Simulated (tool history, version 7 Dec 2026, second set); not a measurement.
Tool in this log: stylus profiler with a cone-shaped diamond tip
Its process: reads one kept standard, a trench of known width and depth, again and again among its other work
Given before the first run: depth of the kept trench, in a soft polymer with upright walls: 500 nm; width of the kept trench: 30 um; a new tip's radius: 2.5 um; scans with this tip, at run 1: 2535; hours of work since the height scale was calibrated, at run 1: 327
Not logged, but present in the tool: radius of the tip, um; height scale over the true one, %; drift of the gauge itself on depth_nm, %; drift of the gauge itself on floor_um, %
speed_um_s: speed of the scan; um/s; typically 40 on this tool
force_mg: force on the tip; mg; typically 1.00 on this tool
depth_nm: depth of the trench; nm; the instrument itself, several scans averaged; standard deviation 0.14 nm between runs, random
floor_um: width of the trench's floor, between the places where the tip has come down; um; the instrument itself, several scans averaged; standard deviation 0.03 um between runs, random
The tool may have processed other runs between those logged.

| run | hour | speed_um_s | force_mg | scans with this tip | hours of work since the height scale was calibrated | depth_nm | floor_um |
|---|---|---|---|---|---|---|---|
| 1 | 0.0 | 40 | 1.00 | 2535 | 327 | 503.45 | 26.24 |
| 2 | 81.0 | 40 | 1.00 | 3016 | 389 | 503.66 | 26.17 |
| 3 | 148.7 | 40 | 1.00 | 3419 | 441 | 503.70 | 26.00 |
| 4 | 235.9 | 40 | 1.00 | 3937 | 508 | 503.44 | 25.91 |
| 5 | 326.6 | 40 | 1.00 | 4475 | 577 | 503.76 | 25.82 |
| 6 | 372.9 | 40 | 1.00 | 4750 | 613 | 503.61 | 25.80 |
| 7 | 446.8 | 40 | 1.00 | 5189 | 669 | 503.86 | 25.68 |
| 8 | 501.2 | 40 | 1.00 | 5513 | 711 | 503.99 | 25.63 |
| 9 | 596.8 | 40 | 0.46 | 6081 | 784 | 502.49 | 25.44 |
| 10 | 704.3 | 40 | 1.00 | 6719 | 867 | 503.76 | 25.34 |
| 11 | 758.9 | 40 | 0.56 | 7043 | 909 | 502.79 | 25.29 |
| 12 | 864.9 | 37 | 1.01 | 7673 | 990 | 504.09 | 25.21 |
|  | 942.2 | new tip fitted, height scale calibrated |
| 13 | 978.4 | 40 | 0.57 | 215 | 28 | 502.41 | 26.77 |
| 14 | 1068.1 | 16 | 0.67 | 748 | 97 | 502.69 | 26.72 |
| 15 | 1159.6 | 30 | 1.74 | 1291 | 167 | 505.26 | 26.60 |
|  | 1170.3 | height scale calibrated on a step standard |
| 16 | 1243.0 | 125 | 0.38 | 1784 | 56 | 501.97 | 25.85 |
| 17 | 1338.7 | 120 | 1.59 | 2352 | 129 | 505.14 | 26.07 |
| 18 | 1401.3 | 39 | 1.13 | 2724 | 177 | 504.25 | 26.23 |
| 19 | 1455.2 | 53 | 2.59 | 3045 | 218 | 506.78 | 26.09 |
| 20 | 1560.1 | 72 | 0.65 | 3668 | 299 | 502.98 | 25.79 |
| 21 | 1636.5 | 72 | 0.65 | 4122 | 357 | 502.99 | 25.73 |
| 22 | 1717.6 | 139 | 0.41 | 4604 | 419 | 502.64 | 25.16 |

How would selected steps in depth_nm from run to run divide? Give the signed amount a tool lacking its hidden state would still show from settings, what came in and random variation, and the signed amount left for the hidden state, including any gauge scatter that is not in both of the compared results.
Run 12 -> 13: speed_um_s 37 -> 40, force_mg 1.01 -> 0.57, new tip fitted, height scale calibrated. depth_nm -1.68 nm: hidden state -0.52, all else -1.16.
Run 15 -> 16: speed_um_s 30 -> 125, force_mg 1.74 -> 0.38, height scale calibrated on a step standard. depth_nm -3.29 nm: hidden state +0.19, all else -3.48.
Run 19 -> 20: speed_um_s 53 -> 72, force_mg 2.59 -> 0.65. depth_nm -3.80 nm: hidden state +0.05, all else -3.85.
